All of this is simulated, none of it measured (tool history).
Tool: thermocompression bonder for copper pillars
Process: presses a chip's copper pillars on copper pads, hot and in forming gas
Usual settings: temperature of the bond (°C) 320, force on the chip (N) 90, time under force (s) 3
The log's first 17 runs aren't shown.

run	hour	temperature of the bond (°C)	force on the chip (N)	time under force (s)	force that shears a chip off (N)
18	398.8	320	90	3	53.9
19	430	320	90	3	51.7
# hour 433.3: heater calibrated with a thermocouple chip
20	446.9	320	90	3	51.8
# hour 453.3: forming gas filter changed
21	464.4	320	90	3	56.2
22	478.6	347	90	8	100
23	495	327	57	3	36.9
# hour 510.5: heater calibrated with a thermocouple chip, once more
24	516.2	295	113	5	56.7
25	541.6	320	62	4	37.6
26	566	320	62	4	38.3
27	594.2	320	62	4	37.7
28	608.8	314	56	2	21.7
29	632.5	324	56	6	40.9
30	647.3	320	62	5	39.5
31	675.1	320	109	9	81.8
# hour 684.5: forming gas filter changed
32	706.1	320	109	9	91.4
33	722.3	320	109	9	90
34	741.3	322	113	5	76.8
35	760.7	322	113	5	77.7
36	787.7	300	76	3	31.1
37	809.8	308	66	8	43.6
38	830	334	66	3	42.7
39	848.9	334	66	3	42.6
40	870.5	337	135	9	106.8
41	889.2	330	135	2	71

Forecast each of these 3 alternatives for the next run:
A	909.3	330	135	7	?
B	909.3	291	58	3	?
C	909.3	295	135	2	?

run	force that shears a chip off (N)
A	96.6
B	19.2
C	42.9
Without the tool's hidden state the same runs would have given:
run	force that shears a chip off (N)
A	108.4
B	21.8
C	48.8

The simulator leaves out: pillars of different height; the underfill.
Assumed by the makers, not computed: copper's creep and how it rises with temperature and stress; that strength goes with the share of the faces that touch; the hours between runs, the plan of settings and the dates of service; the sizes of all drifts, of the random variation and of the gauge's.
